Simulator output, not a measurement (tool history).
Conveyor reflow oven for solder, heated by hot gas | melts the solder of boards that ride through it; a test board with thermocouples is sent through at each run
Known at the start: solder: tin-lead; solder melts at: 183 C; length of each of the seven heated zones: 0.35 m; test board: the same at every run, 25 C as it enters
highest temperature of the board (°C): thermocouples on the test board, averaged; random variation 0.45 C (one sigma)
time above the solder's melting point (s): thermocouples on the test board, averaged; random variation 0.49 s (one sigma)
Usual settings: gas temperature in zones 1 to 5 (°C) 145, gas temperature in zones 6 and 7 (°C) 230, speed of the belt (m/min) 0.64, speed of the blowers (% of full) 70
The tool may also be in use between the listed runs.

run,hour,gas temperature in zones 1 to 5 (°C),gas temperature in zones 6 and 7 (°C),speed of the belt (m/min),speed of the blowers (% of full),highest temperature of the board (°C),time above the solder's melting point (s)
1,0,145,230,0.64,70,209.1,44.8
2,10.3,145,230,0.64,70,208.6,44.5
3,29.7,145,230,0.64,70,207.5,43.7
# hour 40.1: flux residue cleaned out of gas plates and filters
4,45.5,145,230,0.64,70,211.7,47.5
5,59.1,145,230,0.64,57,208,41.6
6,74,145,230,0.64,57,207.6,42.8
7,85.4,145,230,0.64,70,212.2,46.3
8,105.8,145,230,0.64,70,211.7,47.7
9,118.2,145,230,0.64,70,212.6,46.3
10,141.8,145,230,0.64,70,211.9,47.1
11,155.9,145,233,0.64,70,214.6,48.9
# hour 171.6: belt drive overhauled, speed set with a stopwatch
12,182.9,145,233,0.64,70,214.2,47.7
13,193.2,142,233,0.64,70,213.1,45.7
14,212.7,142,234,0.64,70,213.7,46.7
15,224.9,145,230,0.64,70,210.4,45.4
16,246.4,145,230,0.64,70,211.3,44.7
17,264.7,137,223,0.64,77,205,38
18,281.8,145,237,0.555,70,220.8,61.9
19,293.5,145,241,0.64,87,224.6,55
20,306.2,145,241,0.64,87,224.6,55.8
21,322.6,138,222,0.64,53,196.5,25.6
22,340.8,145,237,0.64,70,216.2,49.6
23,358,136,229,0.64,82,211.2,44.4
24,377.2,136,229,0.64,82,211.1,43
25,393.3,151,221,0.64,82,208.1,46
26,414.4,145,230,0.681,61,205.2,36.1
27,428.5,143,245,0.577,74,226.8,62.1
28,448.6,134,232,0.712,69,204.4,31.7
29,465.9,160,233,0.605,70,218.2,61.1
30,479.2,154,233,0.605,61,213.8,53.3
31,503.9,143,223,0.764,54,190.9,14.3

3 ways to go on from here, each from the tool as it stands after run 31. What would each give?
A,522.8,153,230,0.746,70,?,?
B,522.8,143,237,0.691,54,?,?
C,522.8,143,222,0.764,54,?,?

run,highest temperature of the board (°C),time above the solder's melting point (s)
A,206.1,36.6
B,205.3,35.4
C,190.2,13.5
Without the tool's hidden state the same runs would have given:
run,highest temperature of the board (°C),time above the solder's melting point (s)
A,207.5,38.2
B,206.6,36.9
C,191.5,15.7

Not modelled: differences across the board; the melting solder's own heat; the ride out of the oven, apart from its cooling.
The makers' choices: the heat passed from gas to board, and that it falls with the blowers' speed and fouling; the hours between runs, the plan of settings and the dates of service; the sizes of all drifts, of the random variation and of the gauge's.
